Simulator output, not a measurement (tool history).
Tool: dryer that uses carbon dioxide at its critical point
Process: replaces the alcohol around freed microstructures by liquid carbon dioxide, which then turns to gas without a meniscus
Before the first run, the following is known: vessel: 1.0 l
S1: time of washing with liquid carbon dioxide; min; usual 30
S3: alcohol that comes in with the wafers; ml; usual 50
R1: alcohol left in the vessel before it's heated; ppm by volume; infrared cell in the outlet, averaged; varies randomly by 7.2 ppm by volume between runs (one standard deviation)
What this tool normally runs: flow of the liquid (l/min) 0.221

{"run": 1, "day": 0.0, "S1": 30, "flow of the liquid (l/min)": 0.221, "S3": 50, "R1": 695}
{"run": 2, "day": 0.975, "S1": 30, "flow of the liquid (l/min)": 0.221, "S3": 77, "R1": 993}
{"run": 3, "day": 2.325, "S1": 36, "flow of the liquid (l/min)": 0.221, "S3": 50, "R1": 376}
{"run": 4, "day": 3.321, "S1": 36, "flow of the liquid (l/min)": 0.221, "S3": 50, "R1": 414}
{"run": 5, "day": 4.6, "S1": 36, "flow of the liquid (l/min)": 0.221, "S3": 41, "R1": 355}
{"run": 6, "day": 5.917, "S1": 36, "flow of the liquid (l/min)": 0.221, "S3": 41, "R1": 278}
{"run": 7, "day": 7.142, "S1": 36, "flow of the liquid (l/min)": 0.221, "S3": 41, "R1": 282}
{"run": 8, "day": 7.817, "S1": 36, "flow of the liquid (l/min)": 0.221, "S3": 41, "R1": 289}
{"run": 9, "day": 8.708, "S1": 30, "flow of the liquid (l/min)": 0.221, "S3": 50, "R1": 538}
{"run": 10, "day": 9.296, "S1": 30, "flow of the liquid (l/min)": 0.223, "S3": 50, "R1": 537}
{"run": 11, "day": 10.379, "S1": 30, "flow of the liquid (l/min)": 0.223, "S3": 50, "R1": 544}
{"run": 12, "day": 11.262, "S1": 30, "flow of the liquid (l/min)": 0.223, "S3": 50, "R1": 563}
{"run": 13, "day": 12.488, "S1": 30, "flow of the liquid (l/min)": 0.223, "S3": 50, "R1": 578}
{"run": 14, "day": 13.054, "S1": 30, "flow of the liquid (l/min)": 0.223, "S3": 50, "R1": 576}
{"run": 15, "day": 14.329, "S1": 30, "flow of the liquid (l/min)": 0.223, "S3": 50, "R1": 596}
{"run": 16, "day": 15.592, "S1": 30, "flow of the liquid (l/min)": 0.221, "S3": 50, "R1": 624}
{"run": 17, "day": 16.696, "S1": 30, "flow of the liquid (l/min)": 0.221, "S3": 50, "R1": 630}
{"run": 18, "day": 17.921, "S1": 30, "flow of the liquid (l/min)": 0.221, "S3": 50, "R1": 639}
{"run": 19, "day": 18.508, "S1": 30, "flow of the liquid (l/min)": 0.221, "S3": 56, "R1": 704}
{"run": 20, "day": 19.762, "S1": 30, "flow of the liquid (l/min)": 0.221, "S3": 56, "R1": 713}
{"run": 21, "day": 20.804, "S1": 30, "flow of the liquid (l/min)": 0.221, "S3": 50, "R1": 700}
{"run": 22, "day": 22.096, "S1": 30, "flow of the liquid (l/min)": 0.221, "S3": 46, "R1": 653}
{"run": 23, "day": 23.342, "S1": 32, "flow of the liquid (l/min)": 0.221, "S3": 50, "R1": 581}
{"run": 24, "day": 24.496, "S1": 32, "flow of the liquid (l/min)": 0.221, "S3": 50, "R1": 594}
{"run": 25, "day": 25.329, "S1": 32, "flow of the liquid (l/min)": 0.221, "S3": 50, "R1": 604}
{"run": 26, "day": 26.146, "S1": 43, "flow of the liquid (l/min)": 0.143, "S3": 59, "R1": 1198}
{"run": 27, "day": 26.821, "S1": 44, "flow of the liquid (l/min)": 0.162, "S3": 43, "R1": 608}
{"run": 28, "day": 28.046, "S1": 32, "flow of the liquid (l/min)": 0.358, "S3": 66, "R1": 304}
{"run": 29, "day": 29.229, "S1": 30, "flow of the liquid (l/min)": 0.368, "S3": 66, "R1": 311}
{"run": 30, "day": 30.604, "S1": 30, "flow of the liquid (l/min)": 0.292, "S3": 24, "R1": 60}
{"run": 31, "day": 31.171, "S1": 21, "flow of the liquid (l/min)": 0.298, "S3": 25, "R1": 324}
{"run": 32, "day": 32.15, "S1": 31, "flow of the liquid (l/min)": 0.298, "S3": 67, "R1": 109}
{"run": 33, "day": 32.954, "S1": 36, "flow of the liquid (l/min)": 0.221, "S3": 106, "R1": 474}
{"run": 34, "day": 33.512, "S1": 36, "flow of the liquid (l/min)": 0.221, "S3": 106, "R1": 503}
{"run": 35, "day": 34.204, "S1": 21, "flow of the liquid (l/min)": 0.221, "S3": 45, "R1": 1910}
{"run": 36, "day": 34.754, "S1": 34, "flow of the liquid (l/min)": 0.23, "S3": 35, "R1": 202}
{"run": 37, "day": 35.962, "S1": 44, "flow of the liquid (l/min)": 0.221, "S3": 21, "R1": 57}
{"run": 38, "day": 36.862, "S1": 30, "flow of the liquid (l/min)": 0.165, "S3": 38, "R1": 1516}
{"run": 39, "day": 37.696, "S1": 30, "flow of the liquid (l/min)": 0.165, "S3": 38, "R1": 1092}
{"run": 40, "day": 39.046, "S1": 30, "flow of the liquid (l/min)": 0.165, "S3": 38, "R1": 1087}
{"run": 41, "day": 40.038, "S1": 30, "flow of the liquid (l/min)": 0.165, "S3": 37, "R1": 1060}
{"run": 42, "day": 41.1, "S1": 36, "flow of the liquid (l/min)": 0.147, "S3": 117, "R1": 2800}
{"run": 43, "day": 42.454, "S1": 27, "flow of the liquid (l/min)": 0.139, "S3": 73, "R1": 5018}
{"run": 44, "day": 43.646, "S1": 38, "flow of the liquid (l/min)": 0.31, "S3": 21, "R1": 77}
{"run": 45, "day": 44.5, "S1": 35, "flow of the liquid (l/min)": 0.221, "S3": 41, "R1": 217}
{"run": 46, "day": 45.342, "S1": 35, "flow of the liquid (l/min)": 0.221, "S3": 41, "R1": 224}
{"run": 47, "day": 46.338, "S1": 31, "flow of the liquid (l/min)": 0.221, "S3": 99, "R1": 752}
{"run": 48, "day": 47.454, "S1": 44, "flow of the liquid (l/min)": 0.221, "S3": 50, "R1": 137}

Between the runs listed above, the log contained 3 entries, not reproduced here. Where in the sequence does each belong, and how does what the log doesn't record of the tool's condition differ from the listed run before to the listed run after?
From run 5 to run 6: inlet filter changed (day 5.8)
  flow that reaches the vessel past the clogged filter, %: 89.3 -> 99.9; alcohol in the recycled carbon dioxide, ppm: 168.2 -> 174.3
  difference, measured minus the result without the unlogged condition, R1: +249 -> +171 ppm by volume
From run 29 to run 30: purifier's bed changed (day 29.583)
  flow that reaches the vessel past the clogged filter, %: 92.4 -> 92; alcohol in the recycled carbon dioxide, ppm: 283.7 -> 12.2
  difference, measured minus the result without the unlogged condition, R1: +291 -> +27 ppm by volume
From run 38 to run 39: inlet filter changed (day 37.125)
  flow that reaches the vessel past the clogged filter, %: 89.9 -> 99.6; alcohol in the recycled carbon dioxide, ppm: 39.7 -> 43.2
  difference, measured minus the result without the unlogged condition, R1: +488 -> +56 ppm by volume
